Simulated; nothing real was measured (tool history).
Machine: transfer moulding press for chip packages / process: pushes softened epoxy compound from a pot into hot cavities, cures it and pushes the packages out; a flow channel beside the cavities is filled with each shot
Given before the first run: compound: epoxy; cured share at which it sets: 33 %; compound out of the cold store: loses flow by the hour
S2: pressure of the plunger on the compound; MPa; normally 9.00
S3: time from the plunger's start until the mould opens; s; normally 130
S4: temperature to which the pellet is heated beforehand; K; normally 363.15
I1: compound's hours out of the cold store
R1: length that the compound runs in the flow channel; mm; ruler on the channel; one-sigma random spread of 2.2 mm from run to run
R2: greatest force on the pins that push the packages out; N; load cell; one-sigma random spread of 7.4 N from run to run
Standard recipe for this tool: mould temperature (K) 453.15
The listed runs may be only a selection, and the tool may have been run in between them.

run 1 day=0.000 | mould_temperature_(K)=453.15 S2=9.00 S3=130 S4=363.15 | I1=12.8 | R1=1015 R2=328
-- day=1.196 cavities cleaned with cleaning compound and waxed
run 2 day=1.483 | mould_temperature_(K)=453.15 S2=9.00 S3=124 S4=363.15 | I1=9.1 | R1=1028 R2=355
run 3 day=2.867 | mould_temperature_(K)=453.15 S2=9.80 S3=130 S4=363.15 | I1=47.2 | R1=989 R2=315
run 4 day=3.971 | mould_temperature_(K)=453.15 S2=9.80 S3=130 S4=363.15 | I1=25.7 | R1=1028 R2=321
run 5 day=4.971 | mould_temperature_(K)=453.15 S2=9.00 S3=167 S4=363.15 | I1=36.5 | R1=967 R2=250
run 6 day=6.108 | mould_temperature_(K)=453.15 S2=9.00 S3=167 S4=363.15 | I1=22.0 | R1=994 R2=251
-- day=6.504 cavities cleaned with cleaning compound and waxed
run 7 day=7.367 | mould_temperature_(K)=453.15 S2=9.00 S3=167 S4=363.15 | I1=44.5 | R1=945 R2=252
run 8 day=8.429 | mould_temperature_(K)=453.15 S2=9.00 S3=130 S4=363.15 | I1=16.5 | R1=1006 R2=336
run 9 day=9.067 | mould_temperature_(K)=453.15 S2=9.00 S3=130 S4=363.15 | I1=34.9 | R1=970 R2=317
run 10 day=9.900 | mould_temperature_(K)=453.15 S2=9.00 S3=123 S4=363.15 | I1=36.0 | R1=967 R2=344
run 11 day=10.621 | mould_temperature_(K)=453.15 S2=9.00 S3=130 S4=363.15 | I1=10.7 | R1=1017 R2=328
-- day=11.746 cavities cleaned with cleaning compound and waxed
run 12 day=11.842 | mould_temperature_(K)=453.15 S2=9.00 S3=130 S4=363.15 | I1=24.7 | R1=995 R2=317
run 13 day=12.567 | mould_temperature_(K)=453.15 S2=9.00 S3=130 S4=363.15 | I1=21.4 | R1=993 R2=324
run 14 day=14.067 | mould_temperature_(K)=453.15 S2=9.00 S3=130 S4=363.15 | I1=46.8 | R1=947 R2=305
run 15 day=15.508 | mould_temperature_(K)=453.15 S2=8.60 S3=130 S4=363.15 | I1=17.4 | R1=982 R2=319
run 16 day=16.892 | mould_temperature_(K)=453.15 S2=8.60 S3=130 S4=363.15 | I1=36.5 | R1=943 R2=314
-- day=17.038 cavities cleaned with cleaning compound and waxed
run 17 day=17.971 | mould_temperature_(K)=453.15 S2=10.88 S3=140 S4=356.15 | I1=28.5 | R1=1079 R2=278
run 18 day=18.775 | mould_temperature_(K)=451.15 S2=9.22 S3=112 S4=356.15 | I1=29.6 | R1=1001 R2=506
-- day=19.154 plunger's sealing rings changed
run 19 day=20.333 | mould_temperature_(K)=451.15 S2=9.22 S3=123 S4=362.15 | I1=16.7 | R1=1027 R2=410
run 20 day=21.733 | mould_temperature_(K)=448.15 S2=10.85 S3=130 S4=363.15 | I1=9.9 | R1=1149 R2=461
-- day=22.442 cavities cleaned with cleaning compound and waxed
run 21 day=23.075 | mould_temperature_(K)=460.15 S2=7.44 S3=130 S4=367.15 | I1=25.4 | R1=872 R2=255
run 22 day=23.712 | mould_temperature_(K)=446.15 S2=10.41 S3=130 S4=363.15 | I1=37.1 | R1=1070 R2=499
run 23 day=24.988 | mould_temperature_(K)=446.15 S2=10.41 S3=130 S4=363.15 | I1=31.6 | R1=1085 R2=508
run 24 day=25.662 | mould_temperature_(K)=455.15 S2=9.59 S3=143 S4=361.15 | I1=26.2 | R1=1016 R2=270
run 25 day=26.788 | mould_temperature_(K)=453.15 S2=9.00 S3=133 S4=370.15 | I1=27.6 | R1=986 R2=303
-- day=27.721 cavities cleaned with cleaning compound and waxed
run 26 day=27.879 | mould_temperature_(K)=448.15 S2=9.00 S3=129 S4=363.15 | I1=19.1 | R1=1023 R2=449
run 27 day=28.654 | mould_temperature_(K)=460.15 S2=9.00 S3=131 S4=363.15 | I1=11.8 | R1=991 R2=259
-- day=29.433 mould's thermocouples calibrated
run 28 day=29.529 | mould_temperature_(K)=453.15 S2=9.00 S3=130 S4=372.15 | I1=42.0 | R1=955 R2=308

Below are 3 alternative next runs, each starting from the tool's condition after run 28. Predict each:
run A day=30.400 | mould_temperature_(K)=453.15 S2=9.00 S3=166 S4=372.15 | I1=30.6 | R1=? R2=?
run B day=30.400 | mould_temperature_(K)=453.15 S2=8.62 S3=130 S4=372.15 | I1=12.2 | R1=? R2=?
run C day=30.400 | mould_temperature_(K)=453.15 S2=9.00 S3=130 S4=371.15 | I1=12.0 | R1=? R2=?

run=A R1=981 R2=250
run=B R1=996 R2=337
run=C R1=1017 R2=326
Without the tool's hidden state the same runs would have given:
run=A R1=981 R2=249
run=B R1=996 R2=335
run=C R1=1017 R2=325
